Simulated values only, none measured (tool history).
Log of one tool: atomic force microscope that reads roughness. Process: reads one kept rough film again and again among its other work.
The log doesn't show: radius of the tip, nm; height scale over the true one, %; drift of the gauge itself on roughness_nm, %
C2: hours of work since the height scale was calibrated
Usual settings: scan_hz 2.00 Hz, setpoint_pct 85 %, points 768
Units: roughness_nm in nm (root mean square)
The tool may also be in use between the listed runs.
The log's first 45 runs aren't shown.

{"run": 46, "hour": 314.9, "scan_hz": 1.6, "setpoint_pct": 85, "points": 264, "pictures with this tip": 77, "C2": 292, "roughness_nm": 1.265}
{"run": 47, "hour": 322.2, "scan_hz": 2.0, "setpoint_pct": 69, "points": 451, "pictures with this tip": 91, "C2": 298, "roughness_nm": 1.341}
{"run": 48, "hour": 330.6, "scan_hz": 2.0, "setpoint_pct": 70, "points": 768, "pictures with this tip": 106, "C2": 304, "roughness_nm": 1.36}
{"run": 49, "hour": 340.0, "scan_hz": 2.0, "setpoint_pct": 62, "points": 357, "pictures with this tip": 123, "C2": 311, "roughness_nm": 1.374}
{"run": 50, "hour": 344.2, "scan_hz": 2.0, "setpoint_pct": 71, "points": 777, "pictures with this tip": 131, "C2": 315, "roughness_nm": 1.334}
{"run": 51, "hour": 350.1, "scan_hz": 0.78, "setpoint_pct": 70, "points": 257, "pictures with this tip": 142, "C2": 319, "roughness_nm": 1.396}
{"run": 52, "hour": 354.3, "scan_hz": 0.78, "setpoint_pct": 70, "points": 257, "pictures with this tip": 150, "C2": 322, "roughness_nm": 1.386}
{"run": 53, "hour": 362.9, "scan_hz": 2.0, "setpoint_pct": 67, "points": 768, "pictures with this tip": 166, "C2": 329, "roughness_nm": 1.351}
{"run": 54, "hour": 367.4, "scan_hz": 2.0, "setpoint_pct": 64, "points": 558, "pictures with this tip": 174, "C2": 332, "roughness_nm": 1.38}

Forecast each of these 3 alternatives for the next run:
{"run": "A", "hour": 376.4, "scan_hz": 1.41, "setpoint_pct": 85, "points": 768, "pictures with this tip": 190, "C2": 339, "roughness_nm": "?"}
{"run": "B", "hour": 376.4, "scan_hz": 2.18, "setpoint_pct": 57, "points": 882, "pictures with this tip": 190, "C2": 339, "roughness_nm": "?"}
{"run": "C", "hour": 376.4, "scan_hz": 2.0, "setpoint_pct": 64, "points": 657, "pictures with this tip": 190, "C2": 339, "roughness_nm": "?"}

run=A roughness_nm=1.283
run=B roughness_nm=1.397
run=C roughness_nm=1.363
Without the tool's hidden state the same runs would have given:
run=A roughness_nm=1.286
run=B roughness_nm=1.400
run=C roughness_nm=1.365

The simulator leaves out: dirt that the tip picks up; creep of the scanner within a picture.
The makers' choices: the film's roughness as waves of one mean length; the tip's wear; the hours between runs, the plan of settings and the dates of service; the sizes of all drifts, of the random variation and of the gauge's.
